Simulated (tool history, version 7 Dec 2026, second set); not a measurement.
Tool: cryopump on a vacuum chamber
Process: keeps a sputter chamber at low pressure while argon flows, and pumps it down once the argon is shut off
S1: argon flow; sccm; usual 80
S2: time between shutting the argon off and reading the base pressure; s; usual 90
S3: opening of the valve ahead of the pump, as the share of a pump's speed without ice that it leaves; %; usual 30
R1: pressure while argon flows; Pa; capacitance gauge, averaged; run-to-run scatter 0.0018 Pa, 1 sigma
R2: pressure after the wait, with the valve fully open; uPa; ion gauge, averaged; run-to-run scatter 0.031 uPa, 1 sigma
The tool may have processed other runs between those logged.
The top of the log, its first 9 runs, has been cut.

Run 10, hour 489.9: usual settings but S3 46 %. Result: R1 0.2948 Pa, R2 2.21 uPa.
Run 11, hour 528: usual settings but S3 46 %. Result: R1 0.2952 Pa, R2 2.35 uPa.
Run 12, hour 601.4: usual settings but S3 46 %. Result: R1 0.2969 Pa, R2 2.36 uPa.
Run 13, hour 637.2: usual settings but S3 46 %. Result: R1 0.2978 Pa, R2 2.33 uPa.
Run 14, hour 676.8: usual settings but S3 46 %. Result: R1 0.2973 Pa, R2 2.48 uPa.
Run 15, hour 708: usual settings but S3 46 %. Result: R1 0.2999 Pa, R2 2.6 uPa.
Run 16, hour 780.6: usual settings. Result: R1 0.4503 Pa, R2 2.55 uPa.
Run 17, hour 837.2: usual settings. Result: R1 0.4505 Pa, R2 2.61 uPa.
Run 18, hour 879.4: usual settings but S1 77 sccm, S2 38 s. Result: R1 0.435 Pa, R2 4.47 uPa.
Run 19, hour 951.1: usual settings but S1 41 sccm, S2 21 s, S3 26 %. Result: R1 0.265 Pa, R2 6.87 uPa.
Run 20, hour 1002.1: usual settings but S1 73 sccm, S2 41 s, S3 49 %. Result: R1 0.2615 Pa, R2 4.33 uPa.
Run 21, hour 1035.3: usual settings but S1 73 sccm, S2 41 s, S3 49 %. Result: R1 0.2627 Pa, R2 4.24 uPa.
Run 22, hour 1074.6: usual settings but S1 73 sccm, S2 41 s, S3 49 %. Result: R1 0.2643 Pa, R2 4.31 uPa.
Run 23, hour 1127.3: usual settings but S1 73 sccm, S2 41 s, S3 49 %. Result: R1 0.2642 Pa, R2 4.38 uPa.
Run 24, hour 1171.1: usual settings but S1 70 sccm, S2 175 s, S3 48 %. Result: R1 0.2578 Pa, R2 2.22 uPa.
At hour 1206.6: pump warmed up, emptied and cooled again.
Run 25, hour 1248.6: usual settings but S1 44 sccm, S2 82 s, S3 25 %. Result: R1 0.2908 Pa, R2 2.86 uPa.
Run 26, hour 1283.6: usual settings but S1 131 sccm, S2 82 s, S3 45 %. Result: R1 0.4869 Pa, R2 2.84 uPa.
Run 27, hour 1339.9: usual settings but S1 123 sccm, S2 45 s, S3 38 %. Result: R1 0.5411 Pa, R2 3.87 uPa.
Run 28, hour 1401.1: usual settings but S1 123 sccm, S2 45 s, S3 38 %. Result: R1 0.5411 Pa, R2 4.13 uPa.
Run 29, hour 1450.2: usual settings but S1 112 sccm, S2 45 s, S3 45 %. Result: R1 0.4199 Pa, R2 4.06 uPa.
Run 30, hour 1519.2: usual settings but S1 82 sccm, S2 245 s. Result: R1 0.4586 Pa, R2 2.12 uPa.
Run 31, hour 1556: usual settings but S1 82 sccm, S2 245 s. Result: R1 0.4565 Pa, R2 2.08 uPa.
Run 32, hour 1618.3: usual settings but S1 123 sccm, S2 245 s, S3 31 %. Result: R1 0.6623 Pa, R2 2.2 uPa.
Run 33, hour 1682.9: usual settings but S1 123 sccm, S2 245 s, S3 31 %. Result: R1 0.6661 Pa, R2 2.2 uPa.
Run 34, hour 1728: usual settings but S2 56 s. Result: R1 0.448 Pa, R2 3.83 uPa.

4 ways to go on from here, each from the tool as it stands after run 34. What would each give?
Run A, hour 1778.7: usual settings but S1 41 sccm, S2 56 s, S3 38 %. Result: R1 ?, R2 ?.
Run B, hour 1778.7: usual settings but S1 68 sccm, S2 137 s, S3 23 %. Result: R1 ?, R2 ?.
Run C, hour 1778.7: usual settings but S2 134 s, S3 60 %. Result: R1 ?, R2 ?.
Run D, hour 1778.7: usual settings but S2 56 s, S3 20 %. Result: R1 ?, R2 ?.

run      R1    R2
  A  0.1818  3.77
  B   0.495  2.64
  C  0.2321  2.63
  D  0.6653  3.79
What these runs would have given with no unlogged condition in the tool:
run      R1    R2
  A  0.1749  2.27
  B  0.4835  1.14
  C  0.2185  1.12
  D  0.6518  2.29
